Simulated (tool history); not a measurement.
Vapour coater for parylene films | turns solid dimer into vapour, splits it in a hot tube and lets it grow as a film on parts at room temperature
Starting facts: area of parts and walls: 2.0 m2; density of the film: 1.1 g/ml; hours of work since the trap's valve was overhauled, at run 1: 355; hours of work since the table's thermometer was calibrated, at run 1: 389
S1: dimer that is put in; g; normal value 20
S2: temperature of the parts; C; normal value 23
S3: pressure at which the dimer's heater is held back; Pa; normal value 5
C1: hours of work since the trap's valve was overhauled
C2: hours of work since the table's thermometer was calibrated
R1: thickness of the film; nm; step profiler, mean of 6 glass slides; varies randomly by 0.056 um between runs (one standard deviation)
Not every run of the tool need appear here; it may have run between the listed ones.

| run | hour | S1 | S2 | S3 | C1 | C2 | R1 |
|---|---|---|---|---|---|---|---|
| 1 | 0 | 20 | 23 | 5 | 355 | 389 | 5850 |
| 2 | 42.9 | 20 | 23 | 5 | 377 | 411 | 5820 |
| 3 | 72.9 | 20 | 23 | 5 | 393 | 427 | 5790 |
| 4 | 120.8 | 20 | 23 | 5 | 419 | 453 | 5820 |
| 5 | 162.1 | 27 | 23 | 5 | 441 | 474 | 7800 |
| 6 | 185.2 | 20 | 23 | 5 | 453 | 487 | 5750 |
| 7 | 215.2 | 20 | 23 | 5 | 469 | 503 | 5690 |

What will run 8 give?
| 8 | 250.9 | 20 | 23 | 5 | 488 | 522 | ? |

R1: 5700 nm
Take away the tool's hidden state, keep the run-to-run variation as it was, and the same run would have given R1 6470 nm.
